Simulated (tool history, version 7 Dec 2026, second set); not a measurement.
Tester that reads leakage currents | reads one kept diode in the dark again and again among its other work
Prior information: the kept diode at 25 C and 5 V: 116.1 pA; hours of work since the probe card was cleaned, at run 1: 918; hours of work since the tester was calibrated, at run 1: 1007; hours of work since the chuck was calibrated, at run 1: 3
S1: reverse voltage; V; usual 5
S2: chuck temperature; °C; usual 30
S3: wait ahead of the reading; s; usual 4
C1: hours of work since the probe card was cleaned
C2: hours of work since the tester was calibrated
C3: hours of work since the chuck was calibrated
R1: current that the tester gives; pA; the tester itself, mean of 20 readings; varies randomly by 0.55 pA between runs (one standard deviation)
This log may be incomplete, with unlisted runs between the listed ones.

{"run": 1, "hour": 0.0, "S1": 5, "S2": 30, "S3": 4, "C1": 918, "C2": 1007, "C3": 3, "R1": 184.69}
{"run": 2, "hour": 53.3, "S1": 5, "S2": 30, "S3": 4, "C1": 948, "C2": 1037, "C3": 33, "R1": 183.45}
{"run": 3, "hour": 125.9, "S1": 5, "S2": 24, "S3": 4, "C1": 990, "C2": 1079, "C3": 75, "R1": 106.89}
{"run": 4, "hour": 210.3, "S1": 5, "S2": 24, "S3": 4, "C1": 1038, "C2": 1127, "C3": 123, "R1": 105.09}
{"run": 5, "hour": 261.4, "S1": 5, "S2": 24, "S3": 4, "C1": 1067, "C2": 1156, "C3": 152, "R1": 104.33}
{"run": 6, "hour": 327.7, "S1": 5, "S2": 24, "S3": 4, "C1": 1105, "C2": 1194, "C3": 190, "R1": 104.67}
{"run": 7, "hour": 370.1, "S1": 5, "S2": 30, "S3": 4, "C1": 1129, "C2": 1218, "C3": 214, "R1": 177.35}
{"run": 8, "hour": 432.6, "S1": 5, "S2": 30, "S3": 4, "C1": 1165, "C2": 1254, "C3": 250, "R1": 176.81}
{"run": 9, "hour": 490.0, "S1": 5, "S2": 30, "S3": 4, "C1": 1198, "C2": 1287, "C3": 283, "R1": 175.56}
{"run": 10, "hour": 550.6, "S1": 5, "S2": 30, "S3": 4, "C1": 1233, "C2": 1322, "C3": 317, "R1": 174.08}
{"run": 11, "hour": 628.9, "S1": 5, "S2": 30, "S3": 4, "C1": 1277, "C2": 1366, "C3": 362, "R1": 172.65}
{"run": 12, "hour": 700.1, "S1": 5, "S2": 30, "S3": 4, "C1": 1318, "C2": 1407, "C3": 403, "R1": 172.29}
{"run": 13, "hour": 760.2, "S1": 5, "S2": 30, "S3": 4, "C1": 1352, "C2": 1441, "C3": 437, "R1": 170.9}
{"hour": 782.2, "done": "probe card cleaned and baked"}
{"run": 14, "hour": 845.8, "S1": 2, "S2": 30, "S3": 4, "C1": 36, "C2": 1489, "C3": 485, "R1": 104.43}
{"run": 15, "hour": 880.1, "S1": 12.63, "S2": 30, "S3": 4, "C1": 56, "C2": 1508, "C3": 504, "R1": 271.06}
{"run": 16, "hour": 919.1, "S1": 12.63, "S2": 30, "S3": 4, "C1": 78, "C2": 1531, "C3": 526, "R1": 269.3}
{"run": 17, "hour": 973.6, "S1": 5, "S2": 30, "S3": 4, "C1": 110, "C2": 1562, "C3": 558, "R1": 166.35}
{"hour": 979.6, "done": "chuck's temperature calibrated"}
{"run": 18, "hour": 1053.5, "S1": 5, "S2": 30, "S3": 4, "C1": 154, "C2": 1606, "C3": 42, "R1": 159.24}
{"run": 19, "hour": 1100.3, "S1": 5, "S2": 30, "S3": 4, "C1": 181, "C2": 1633, "C3": 69, "R1": 159.24}
{"run": 20, "hour": 1142.0, "S1": 5, "S2": 26, "S3": 4, "C1": 205, "C2": 1657, "C3": 93, "R1": 110.69}
{"run": 21, "hour": 1208.6, "S1": 5, "S2": 26, "S3": 4, "C1": 243, "C2": 1695, "C3": 131, "R1": 109.43}
{"run": 22, "hour": 1261.0, "S1": 5, "S2": 26, "S3": 4, "C1": 273, "C2": 1725, "C3": 161, "R1": 108.63}
{"run": 23, "hour": 1317.4, "S1": 5, "S2": 26, "S3": 4, "C1": 305, "C2": 1757, "C3": 193, "R1": 109}
{"run": 24, "hour": 1355.9, "S1": 5, "S2": 26, "S3": 0.37, "C1": 327, "C2": 1779, "C3": 215, "R1": 109.47}
{"run": 25, "hour": 1391.4, "S1": 5, "S2": 26, "S3": 0.37, "C1": 347, "C2": 1800, "C3": 236, "R1": 108.43}
{"hour": 1429.8, "done": "chuck's temperature calibrated, once more"}
{"run": 26, "hour": 1431.5, "S1": 5.13, "S2": 27, "S3": 2.33, "C1": 369, "C2": 1821, "C3": 1, "R1": 144.29}
{"run": 27, "hour": 1477.8, "S1": 4.9, "S2": 30, "S3": 1.18, "C1": 396, "C2": 1848, "C3": 27, "R1": 183.07}
{"run": 28, "hour": 1513.7, "S1": 2.15, "S2": 30, "S3": 0.9, "C1": 416, "C2": 1868, "C3": 48, "R1": 118.49}
{"run": 29, "hour": 1566.0, "S1": 8.94, "S2": 27, "S3": 4.65, "C1": 446, "C2": 1898, "C3": 78, "R1": 189.56}
{"run": 30, "hour": 1600.9, "S1": 11.36, "S2": 40, "S3": 6.01, "C1": 466, "C2": 1918, "C3": 98, "R1": 651.61}
{"run": 31, "hour": 1658.2, "S1": 11.36, "S2": 40, "S3": 6.01, "C1": 499, "C2": 1951, "C3": 131, "R1": 652.38}
{"run": 32, "hour": 1702.6, "S1": 4.71, "S2": 40, "S3": 6.01, "C1": 524, "C2": 1976, "C3": 156, "R1": 411}
{"run": 33, "hour": 1762.2, "S1": 4.71, "S2": 40, "S3": 6.01, "C1": 558, "C2": 2011, "C3": 190, "R1": 409.25}
{"run": 34, "hour": 1803.7, "S1": 4.71, "S2": 40, "S3": 6.01, "C1": 582, "C2": 2034, "C3": 214, "R1": 408.81}
{"run": 35, "hour": 1850.2, "S1": 4.71, "S2": 40, "S3": 6.01, "C1": 609, "C2": 2061, "C3": 240, "R1": 406.29}
{"run": 36, "hour": 1926.9, "S1": 5.78, "S2": 30, "S3": 4, "C1": 652, "C2": 2105, "C3": 284, "R1": 190.4}
{"run": 37, "hour": 1968.8, "S1": 7.33, "S2": 50, "S3": 0.46, "C1": 676, "C2": 2129, "C3": 308, "R1": 1128.09}
{"run": 38, "hour": 2053.5, "S1": 7.33, "S2": 50, "S3": 0.46, "C1": 725, "C2": 2177, "C3": 357, "R1": 1116.31}
{"run": 39, "hour": 2129.4, "S1": 6.75, "S2": 36, "S3": 0.46, "C1": 768, "C2": 2221, "C3": 400, "R1": 343.47}
{"run": 40, "hour": 2172.1, "S1": 5, "S2": 30, "S3": 5.03, "C1": 793, "C2": 2245, "C3": 425, "R1": 173.09}

3 ways to go on from here, each from the tool as it stands after run 40. What would each give?
{"run": "A", "hour": 2251.1, "S1": 5, "S2": 30, "S3": 4.81, "C1": 838, "C2": 2290, "C3": 470, "R1": "?"}
{"run": "B", "hour": 2251.1, "S1": 4.33, "S2": 30, "S3": 4, "C1": 838, "C2": 2290, "C3": 470, "R1": "?"}
{"run": "C", "hour": 2251.1, "S1": 1.55, "S2": 21, "S3": 0.41, "C1": 838, "C2": 2290, "C3": 470, "R1": "?"}

run=A R1=170.84
run=B R1=158.95
run=C R1=41.82
The same runs, with their run-to-run variation unchanged, on a tool lacking any hidden condition would have given:
run=A R1=181.16
run=B R1=168.63
run=C R1=44.45

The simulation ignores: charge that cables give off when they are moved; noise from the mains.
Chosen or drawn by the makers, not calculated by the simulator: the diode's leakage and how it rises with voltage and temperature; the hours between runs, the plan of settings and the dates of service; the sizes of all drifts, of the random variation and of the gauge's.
